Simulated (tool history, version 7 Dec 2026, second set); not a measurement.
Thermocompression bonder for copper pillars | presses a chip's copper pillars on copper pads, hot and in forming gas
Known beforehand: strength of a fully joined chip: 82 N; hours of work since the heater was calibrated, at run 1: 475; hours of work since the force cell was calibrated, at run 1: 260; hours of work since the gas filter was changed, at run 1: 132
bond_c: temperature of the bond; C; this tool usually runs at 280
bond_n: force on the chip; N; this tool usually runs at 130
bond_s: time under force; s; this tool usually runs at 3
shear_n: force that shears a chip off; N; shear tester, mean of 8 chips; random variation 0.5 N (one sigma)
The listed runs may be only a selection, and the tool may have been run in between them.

run   hour  bond_c  bond_n  bond_s  hours of work since the heater was calibrated  hours of work since the force cell was calibrated  hours of work since the gas filter was changed  shear_n
  1      0     280     130       3                                            475                                                260                                             132       52
       6.5  -- forming gas filter changed
  2   18.6     280     130       3                                            486                                                271                                               8     52.3
  3   35.5     280     130       3                                            497                                                282                                              18     52.6
  4   50.9     280     130       3                                            507                                                292                                              28     52.5
  5   69.6     280     130       3                                            519                                                303                                              40     52.3
  6   85.3     280     130       3                                            529                                                313                                              50     52.7
  7  104.2     280     153       3                                            541                                                325                                              62     58.3
  8  116.2     280     130       5                                            548                                                333                                              70     59.9
     126.3  -- heater calibrated with a thermocouple chip
  9  130.4     280     130       5                                              3                                                341                                              77       60
 10  144.1     280     130       5                                             11                                                350                                              86     59.7
 11  164.4     280     130       5                                             24                                                362                                              99     59.9
 12  178.4     280     117       3                                             33                                                371                                             108     48.6
 13  195.2     280     117       3                                             44                                                382                                             119     48.5
 14  211.4     280     117       3                                             54                                                392                                             129     48.4
     222.4  -- forming gas filter changed
 15  222.4     280     117       3                                             61                                                399                                               0     49.3
 16  239.8     280     117       3                                             72                                                410                                              11     48.5
 17  257.3     280     130       3                                             83                                                421                                              22     52.9
 18  271.8     280     130       3                                             92                                                430                                              31     52.4
 19  283.3     280     130       3                                             99                                                438                                              39     52.3
 20  303.7     280     130       3                                            112                                                451                                              52     52.7
 21    319     251      91       3                                            122                                                460                                              61     24.8
 22  339.9     293     149       2                                            135                                                474                                              75     59.4
 23  357.7     293     149       2                                            147                                                485                                              86       58
 24  367.3     289     147       3                                            153                                                491                                              92     61.7
 25  387.3     289     147       3                                            166                                                504                                             105     62.2
 26    406     289     147       3                                            177                                                516                                             117     62.2
 27  419.9     253     154       6                                            186                                                524                                             126     51.1
     436.2  -- forming gas filter changed
 28  439.4     307     130       3                                            198                                                537                                               2     67.7
 29    452     307     130       3                                            206                                                545                                              10     67.7
 30  466.6     307     130       3                                            216                                                554                                              19     67.2
 31  483.9     251     130       3                                            227                                                565                                              30     35.6
 32  499.2     251     130       3                                            236                                                575                                              40     34.5
 33  515.2     266     131       4                                            247                                                585                                              50     47.4
 34  530.9     266     129       3                                            257                                                595                                              60     43.7
 35  546.3     266     129       3                                            266                                                605                                              70     43.7
 36  556.7     276     106       3                                            273                                                611                                              77     42.4
 37  567.2     276     106       3                                            280                                                618                                              83     42.3
 38  582.8     276     133       8                                            290                                                628                                              93       65
 39  593.4     276     133       8                                            296                                                634                                             100     65.8

Alternative continuations, all from the tool just after run 39; predict every row:
  A  606.8     261     130       7                                            305                                                643                                             108        ?
  B  606.8     300     130       3                                            305                                                643                                             108        ?
  C  606.8     250     133       2                                            305                                                643                                             108        ?
  D  606.8     259     108       3                                            305                                                643                                             108        ?
  E  606.8     276     133       8                                            305                                                643                                             108        ?

run  shear_n
  A     53.6
  B       63
  C       30
  D     33.6
  E     64.9
The same runs, with their run-to-run variation unchanged, on a tool lacking any hidden condition would have given:
run  shear_n
  A     53.8
  B     63.2
  C     30.1
  D     33.8
  E     65.1
